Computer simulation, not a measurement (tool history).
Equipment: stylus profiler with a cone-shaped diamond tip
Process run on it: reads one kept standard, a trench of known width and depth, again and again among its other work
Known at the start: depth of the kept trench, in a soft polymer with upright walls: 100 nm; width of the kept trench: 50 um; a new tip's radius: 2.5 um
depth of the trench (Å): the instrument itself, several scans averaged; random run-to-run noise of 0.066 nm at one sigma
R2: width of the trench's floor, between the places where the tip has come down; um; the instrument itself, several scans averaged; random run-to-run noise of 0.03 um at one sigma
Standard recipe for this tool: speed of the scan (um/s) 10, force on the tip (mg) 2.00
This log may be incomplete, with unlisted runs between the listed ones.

{"run": 1, "hour": 0.0, "speed of the scan (um/s)": 10, "force on the tip (mg)": 2.0, "depth of the trench (Å)": 1007.2, "R2": 48.45}
{"run": 2, "hour": 18.9, "speed of the scan (um/s)": 10, "force on the tip (mg)": 2.0, "depth of the trench (Å)": 1007.1, "R2": 48.4}
{"run": 3, "hour": 36.7, "speed of the scan (um/s)": 10, "force on the tip (mg)": 0.76, "depth of the trench (Å)": 1004.0, "R2": 48.36}
{"run": 4, "hour": 49.0, "speed of the scan (um/s)": 10, "force on the tip (mg)": 0.76, "depth of the trench (Å)": 1003.0, "R2": 48.36}
{"run": 5, "hour": 67.2, "speed of the scan (um/s)": 10, "force on the tip (mg)": 0.76, "depth of the trench (Å)": 1003.3, "R2": 48.36}
{"run": 6, "hour": 87.5, "speed of the scan (um/s)": 10, "force on the tip (mg)": 0.76, "depth of the trench (Å)": 1003.2, "R2": 48.33}
{"run": 7, "hour": 101.3, "speed of the scan (um/s)": 10, "force on the tip (mg)": 0.76, "depth of the trench (Å)": 1003.8, "R2": 48.34}
{"run": 8, "hour": 112.0, "speed of the scan (um/s)": 10, "force on the tip (mg)": 2.01, "depth of the trench (Å)": 1008.0, "R2": 48.35}
{"run": 9, "hour": 127.7, "speed of the scan (um/s)": 10, "force on the tip (mg)": 4.78, "depth of the trench (Å)": 1013.4, "R2": 48.36}
{"run": 10, "hour": 137.7, "speed of the scan (um/s)": 10, "force on the tip (mg)": 4.78, "depth of the trench (Å)": 1014.0, "R2": 48.42}
{"run": 11, "hour": 154.6, "speed of the scan (um/s)": 10, "force on the tip (mg)": 4.78, "depth of the trench (Å)": 1014.0, "R2": 48.27}
{"run": 12, "hour": 174.4, "speed of the scan (um/s)": 10, "force on the tip (mg)": 0.85, "depth of the trench (Å)": 1004.1, "R2": 48.36}
{"run": 13, "hour": 193.7, "speed of the scan (um/s)": 10, "force on the tip (mg)": 0.85, "depth of the trench (Å)": 1002.8, "R2": 48.31}
{"run": 14, "hour": 205.8, "speed of the scan (um/s)": 10, "force on the tip (mg)": 2.0, "depth of the trench (Å)": 1006.6, "R2": 48.31}
{"run": 15, "hour": 223.6, "speed of the scan (um/s)": 32, "force on the tip (mg)": 2.0, "depth of the trench (Å)": 1005.9, "R2": 48.22}
{"run": 16, "hour": 241.0, "speed of the scan (um/s)": 32, "force on the tip (mg)": 2.0, "depth of the trench (Å)": 1006.0, "R2": 48.25}
{"run": 17, "hour": 258.1, "speed of the scan (um/s)": 10, "force on the tip (mg)": 2.0, "depth of the trench (Å)": 1007.1, "R2": 48.27}
{"run": 18, "hour": 276.2, "speed of the scan (um/s)": 10, "force on the tip (mg)": 2.0, "depth of the trench (Å)": 1006.9, "R2": 48.25}
{"run": 19, "hour": 290.9, "speed of the scan (um/s)": 10, "force on the tip (mg)": 3.18, "depth of the trench (Å)": 1010.9, "R2": 48.28}
{"run": 20, "hour": 311.2, "speed of the scan (um/s)": 10, "force on the tip (mg)": 3.18, "depth of the trench (Å)": 1009.2, "R2": 48.28}
{"run": 21, "hour": 330.8, "speed of the scan (um/s)": 10, "force on the tip (mg)": 3.18, "depth of the trench (Å)": 1009.8, "R2": 48.25}
{"run": 22, "hour": 346.6, "speed of the scan (um/s)": 10, "force on the tip (mg)": 0.78, "depth of the trench (Å)": 1002.2, "R2": 48.26}
{"run": 23, "hour": 355.4, "speed of the scan (um/s)": 10, "force on the tip (mg)": 0.78, "depth of the trench (Å)": 1002.7, "R2": 48.26}
{"run": 24, "hour": 372.6, "speed of the scan (um/s)": 32, "force on the tip (mg)": 2.0, "depth of the trench (Å)": 1007.9, "R2": 48.2}
{"run": 25, "hour": 385.9, "speed of the scan (um/s)": 32, "force on the tip (mg)": 2.0, "depth of the trench (Å)": 1006.9, "R2": 48.23}
{"run": 26, "hour": 403.4, "speed of the scan (um/s)": 32, "force on the tip (mg)": 2.0, "depth of the trench (Å)": 1006.8, "R2": 48.14}
{"run": 27, "hour": 421.9, "speed of the scan (um/s)": 27, "force on the tip (mg)": 2.0, "depth of the trench (Å)": 1005.4, "R2": 48.11}
{"run": 28, "hour": 442.1, "speed of the scan (um/s)": 5, "force on the tip (mg)": 2.48, "depth of the trench (Å)": 1007.8, "R2": 48.14}
{"run": 29, "hour": 458.9, "speed of the scan (um/s)": 10, "force on the tip (mg)": 3.64, "depth of the trench (Å)": 1010.1, "R2": 48.12}
{"run": 30, "hour": 477.7, "speed of the scan (um/s)": 10, "force on the tip (mg)": 3.69, "depth of the trench (Å)": 1010.8, "R2": 48.19}
{"run": 31, "hour": 492.2, "speed of the scan (um/s)": 10, "force on the tip (mg)": 1.16, "depth of the trench (Å)": 1003.7, "R2": 48.18}
{"run": 32, "hour": 500.9, "speed of the scan (um/s)": 10, "force on the tip (mg)": 1.16, "depth of the trench (Å)": 1002.9, "R2": 48.11}
{"run": 33, "hour": 519.3, "speed of the scan (um/s)": 10, "force on the tip (mg)": 0.95, "depth of the trench (Å)": 1002.2, "R2": 48.16}
{"run": 34, "hour": 528.7, "speed of the scan (um/s)": 10, "force on the tip (mg)": 4.46, "depth of the trench (Å)": 1012.1, "R2": 48.1}
{"run": 35, "hour": 546.8, "speed of the scan (um/s)": 10, "force on the tip (mg)": 4.46, "depth of the trench (Å)": 1010.7, "R2": 48.09}
{"run": 36, "hour": 566.1, "speed of the scan (um/s)": 9, "force on the tip (mg)": 5.87, "depth of the trench (Å)": 1014.5, "R2": 48.22}
{"run": 37, "hour": 583.6, "speed of the scan (um/s)": 16, "force on the tip (mg)": 1.99, "depth of the trench (Å)": 1006.3, "R2": 48.09}

Below are 5 alternative next runs, each starting from the tool's condition after run 37. Predict each:
{"run": "A", "hour": 602.8, "speed of the scan (um/s)": 5, "force on the tip (mg)": 4.3, "depth of the trench (Å)": "?", "R2": "?"}
{"run": "B", "hour": 602.8, "speed of the scan (um/s)": 10, "force on the tip (mg)": 1.07, "depth of the trench (Å)": "?", "R2": "?"}
{"run": "C", "hour": 602.8, "speed of the scan (um/s)": 38, "force on the tip (mg)": 1.99, "depth of the trench (Å)": "?", "R2": "?"}
{"run": "D", "hour": 602.8, "speed of the scan (um/s)": 23, "force on the tip (mg)": 1.43, "depth of the trench (Å)": "?", "R2": "?"}
{"run": "E", "hour": 602.8, "speed of the scan (um/s)": 16, "force on the tip (mg)": 4.04, "depth of the trench (Å)": "?", "R2": "?"}

run=A depth_of_the_trench_(Å)=1011.7 R2=48.11
run=B depth_of_the_trench_(Å)=1003.4 R2=48.11
run=C depth_of_the_trench_(Å)=1005.5 R2=47.99
run=D depth_of_the_trench_(Å)=1004.5 R2=48.05
run=E depth_of_the_trench_(Å)=1011.4 R2=48.08
Without the tool's hidden state the same runs would have given:
run=A depth_of_the_trench_(Å)=1014.1 R2=48.59
run=B depth_of_the_trench_(Å)=1005.7 R2=48.59
run=C depth_of_the_trench_(Å)=1007.8 R2=48.48
run=D depth_of_the_trench_(Å)=1006.9 R2=48.53
run=E depth_of_the_trench_(Å)=1013.7 R2=48.57
